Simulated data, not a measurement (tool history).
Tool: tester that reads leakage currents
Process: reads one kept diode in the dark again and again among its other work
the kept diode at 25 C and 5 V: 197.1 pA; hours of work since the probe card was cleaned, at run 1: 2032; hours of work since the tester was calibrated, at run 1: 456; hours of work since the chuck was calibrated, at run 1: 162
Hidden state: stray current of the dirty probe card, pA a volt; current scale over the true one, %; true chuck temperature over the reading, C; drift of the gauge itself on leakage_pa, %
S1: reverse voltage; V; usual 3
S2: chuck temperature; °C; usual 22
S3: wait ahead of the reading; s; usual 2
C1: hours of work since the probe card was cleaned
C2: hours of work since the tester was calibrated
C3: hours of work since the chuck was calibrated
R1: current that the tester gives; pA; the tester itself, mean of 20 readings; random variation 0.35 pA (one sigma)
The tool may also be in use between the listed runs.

{"run": 1, "hour": 0.0, "S1": 3, "S2": 22, "S3": 2, "C1": 2032, "C2": 456, "C3": 162, "R1": 115.12}
{"run": 2, "hour": 21.4, "S1": 3, "S2": 22, "S3": 7.35, "C1": 2045, "C2": 469, "C3": 175, "R1": 114.33}
{"run": 3, "hour": 47.7, "S1": 3, "S2": 22, "S3": 7.35, "C1": 2061, "C2": 485, "C3": 191, "R1": 114.33}
{"run": 4, "hour": 79.1, "S1": 3, "S2": 22, "S3": 7.35, "C1": 2080, "C2": 504, "C3": 210, "R1": 114.58}
{"run": 5, "hour": 101.1, "S1": 3, "S2": 22, "S3": 7.35, "C1": 2094, "C2": 518, "C3": 223, "R1": 114.08}
{"run": 6, "hour": 131.1, "S1": 3, "S2": 22, "S3": 7.35, "C1": 2112, "C2": 536, "C3": 241, "R1": 114.07}
{"run": 7, "hour": 161.6, "S1": 3, "S2": 22, "S3": 7.35, "C1": 2130, "C2": 554, "C3": 260, "R1": 114.07}
{"run": 8, "hour": 194.4, "S1": 3, "S2": 22, "S3": 7.35, "C1": 2150, "C2": 574, "C3": 280, "R1": 114.42}
{"run": 9, "hour": 214.6, "S1": 3, "S2": 22, "S3": 7.35, "C1": 2162, "C2": 586, "C3": 292, "R1": 113.94}
{"run": 10, "hour": 239.1, "S1": 1.55, "S2": 22, "S3": 2, "C1": 2177, "C2": 601, "C3": 307, "R1": 81.32}
{"run": 11, "hour": 260.8, "S1": 1.55, "S2": 39, "S3": 3.88, "C1": 2191, "C2": 614, "C3": 320, "R1": 392.43}
{"run": 12, "hour": 286.4, "S1": 6.9, "S2": 24, "S3": 3.88, "C1": 2206, "C2": 630, "C3": 336, "R1": 210.63}
{"run": 13, "hour": 331.0, "S1": 4.8, "S2": 21, "S3": 3.88, "C1": 2233, "C2": 657, "C3": 363, "R1": 130.99}
{"run": 14, "hour": 358.4, "S1": 17.85, "S2": 22, "S3": 6.96, "C1": 2250, "C2": 674, "C3": 379, "R1": 283.91}
{"run": 15, "hour": 388.8, "S1": 17.85, "S2": 22, "S3": 6.96, "C1": 2268, "C2": 692, "C3": 398, "R1": 286.24}
{"run": 16, "hour": 429.2, "S1": 17.85, "S2": 22, "S3": 6.96, "C1": 2293, "C2": 717, "C3": 422, "R1": 283.94}
{"run": 17, "hour": 449.3, "S1": 17.85, "S2": 31, "S3": 6.96, "C1": 2305, "C2": 729, "C3": 434, "R1": 652.1}
{"run": 18, "hour": 482.5, "S1": 17.85, "S2": 31, "S3": 6.96, "C1": 2325, "C2": 749, "C3": 455, "R1": 647.54}
{"run": 19, "hour": 519.3, "S1": 4.29, "S2": 26, "S3": 4.43, "C1": 2347, "C2": 771, "C3": 477, "R1": 197.49}
{"run": 20, "hour": 547.3, "S1": 4.29, "S2": 20, "S3": 0.43, "C1": 2364, "C2": 788, "C3": 494, "R1": 115.77}

5 ways to go on from here, each from the tool as it stands after run 20. What would each give?
{"run": "A", "hour": 572.9, "S1": 3, "S2": 22, "S3": 1.08, "C1": 2380, "C2": 804, "C3": 509, "R1": "?"}
{"run": "B", "hour": 572.9, "S1": 9.27, "S2": 34, "S3": 1, "C1": 2380, "C2": 804, "C3": 509, "R1": "?"}
{"run": "C", "hour": 572.9, "S1": 14.2, "S2": 20, "S3": 1.76, "C1": 2380, "C2": 804, "C3": 509, "R1": "?"}
{"run": "D", "hour": 572.9, "S1": 6.87, "S2": 22, "S3": 4.19, "C1": 2380, "C2": 804, "C3": 509, "R1": "?"}
{"run": "E", "hour": 572.9, "S1": 1.13, "S2": 22, "S3": 7.56, "C1": 2380, "C2": 804, "C3": 509, "R1": "?"}

run=A R1=113.64
run=B R1=610.12
run=C R1=211.08
run=D R1=173.1
run=E R1=68.44
Without the tool's hidden state the same runs would have given:
run=A R1=115.35
run=B R1=624.62
run=C R1=205.53
run=D R1=173.38
run=E R1=70.19
